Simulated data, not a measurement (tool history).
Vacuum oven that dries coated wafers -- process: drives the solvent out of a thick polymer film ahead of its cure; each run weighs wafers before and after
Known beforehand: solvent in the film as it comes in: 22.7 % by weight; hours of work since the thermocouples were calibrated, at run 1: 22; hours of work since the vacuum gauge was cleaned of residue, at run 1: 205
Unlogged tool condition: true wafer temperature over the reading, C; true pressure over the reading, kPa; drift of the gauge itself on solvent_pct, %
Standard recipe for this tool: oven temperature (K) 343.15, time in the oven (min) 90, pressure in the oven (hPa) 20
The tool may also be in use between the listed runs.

run     day  oven temperature (K)  time in the oven (min)  pressure in the oven (hPa)  hours of work since the thermocouples were calibrated  hours of work since the vacuum gauge was cleaned of residue  solvent left in the film (%)
  1       0                343.15                      90                          20                                                     22                                                          205                          1.75
  2    2.25                343.15                      90                          20                                                     45                                                          228                          1.62
  3   5.704                343.15                      90                          20                                                     81                                                          264                          1.63
  4    8.85                343.15                      90                          20                                                    113                                                          296                          1.66
  5  11.375                343.15                      90                          20                                                    139                                                          322                          1.67
  6    13.8                338.15                      90                          20                                                    164                                                          347                          3.42
  7  17.546                338.15                      90                          20                                                    202                                                          385                          3.38
  8  20.583                338.15                      90                          20                                                    233                                                          417                          3.38
  9  23.188                343.15                      90                        30.5                                                    260                                                          443                          2.24
 10   27.55                333.15                      90                          20                                                    305                                                          488                          6.02
 11  30.654                333.15                      90                          20                                                    337                                                          520                          6.12
 12  35.196                333.15                      90                          20                                                    383                                                          566                          6.01
 13  38.875                333.15                      90                          20                                                    421                                                          604                          6.24
 14  43.192                343.15                      64                          20                                                    465                                                          648                          3.02
 15  47.771                343.15                      90                          20                                                    512                                                          695                          1.84
 16  53.071                343.15                      90                          20                                                    567                                                          750                           1.8
 17  57.238                343.15                      90                          20                                                    610                                                          793                          1.87
 18  61.921                343.15                      51                          20                                                    658                                                          841                          4.39
 19  65.992                343.15                     150                          20                                                    699                                                          882                          1.03
 20  70.804                335.15                      92                        12.7                                                    749                                                          932                           4.9
 21  73.167                338.15                     121                        15.8                                                    773                                                          956                          2.19
 22  76.579                338.15                     121                        15.7                                                    808                                                          991                          2.31
 23  80.062                330.15                      90                        19.7                                                    844                                                         1027                          8.36
 24  85.092                330.15                      90                        19.7                                                    895                                                         1078                          8.36
 25  89.879                345.15                     128                        41.9                                                    944                                                         1128                          1.84

The next listed run, before its measurement:
 26  92.317                345.15                     128                        41.9                                                    970                                                         1153                             ?

solvent left in the film (%): 1.83
On a tool with no hidden condition, and with the same random variation, this run would have come out at solvent left in the film (%) 1.63.

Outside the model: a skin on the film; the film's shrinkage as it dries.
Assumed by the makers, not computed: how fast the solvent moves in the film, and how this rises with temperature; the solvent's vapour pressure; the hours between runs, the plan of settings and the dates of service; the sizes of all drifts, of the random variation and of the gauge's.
